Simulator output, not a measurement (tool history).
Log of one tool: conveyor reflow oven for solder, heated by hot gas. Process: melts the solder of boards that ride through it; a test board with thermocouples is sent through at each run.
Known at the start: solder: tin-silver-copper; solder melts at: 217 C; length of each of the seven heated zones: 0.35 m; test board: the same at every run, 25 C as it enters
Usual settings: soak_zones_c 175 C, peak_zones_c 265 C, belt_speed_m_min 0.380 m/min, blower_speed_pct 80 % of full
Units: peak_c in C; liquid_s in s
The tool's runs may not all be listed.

run,hour,soak_zones_c,peak_zones_c,belt_speed_m_min,blower_speed_pct,peak_c,liquid_s
1,0.0,175,265,0.380,80,254.0,87.6
2,14.5,175,265,0.380,80,254.3,87.7
3,27.0,175,265,0.380,80,253.5,87.5
4,36.5,175,265,0.380,80,253.4,87.5
5,43.1,184,265,0.380,80,254.7,93.2
6,55.3,184,265,0.380,80,255.2,93.3
7,67.3,175,265,0.452,80,248.7,67.4
8,75.5,175,279,0.380,80,266.4,97.5
9,83.8,175,279,0.380,80,266.8,97.4
10,98.3,175,279,0.380,80,266.8,97.2
11,113.8,175,279,0.380,80,266.0,96.8
12,128.9,175,279,0.380,80,266.4,96.4
13,137.4,175,265,0.434,80,249.9,71.0
14,146.8,175,265,0.434,80,249.6,71.2
15,162.8,176,262,0.382,57,246.2,76.6
16,177.2,175,272,0.380,54,254.2,85.3
# hour 182.2: belt drive overhauled, speed set with a stopwatch
17,190.4,175,272,0.380,54,254.2,85.3
18,202.7,175,280,0.380,54,261.5,92.4
# hour 211.0: flux residue cleaned out of gas plates and filters
19,218.1,178,279,0.380,80,267.9,99.6
20,233.1,178,279,0.421,80,265.4,88.1
# hour 250.8: belt drive overhauled, speed set with a stopwatch, once more
21,252.7,170,275,0.413,80,261.1,83.2
22,260.5,170,275,0.413,80,260.9,83.2
23,269.4,175,269,0.367,80,258.7,95.7
24,280.8,162,272,0.380,80,259.1,86.5
25,293.8,166,272,0.436,59,249.9,65.8
26,301.1,166,272,0.436,59,249.7,65.6
27,317.1,166,272,0.331,59,259.1,100.3
28,333.0,166,272,0.357,73,259.9,94.4

3 ways to go on from here, each from the tool as it stands after run 28. What would each give?
A,342.6,175,256,0.380,55,?,?
B,342.6,175,265,0.315,76,?,?
C,342.6,175,265,0.401,51,?,?

run,peak_c,liquid_s
A,241.1,70.2
B,256.9,111.0
C,246.1,71.1
Without the tool's hidden state the same runs would have given:
run,peak_c,liquid_s
A,242.7,72.5
B,258.6,112.4
C,247.7,73.1
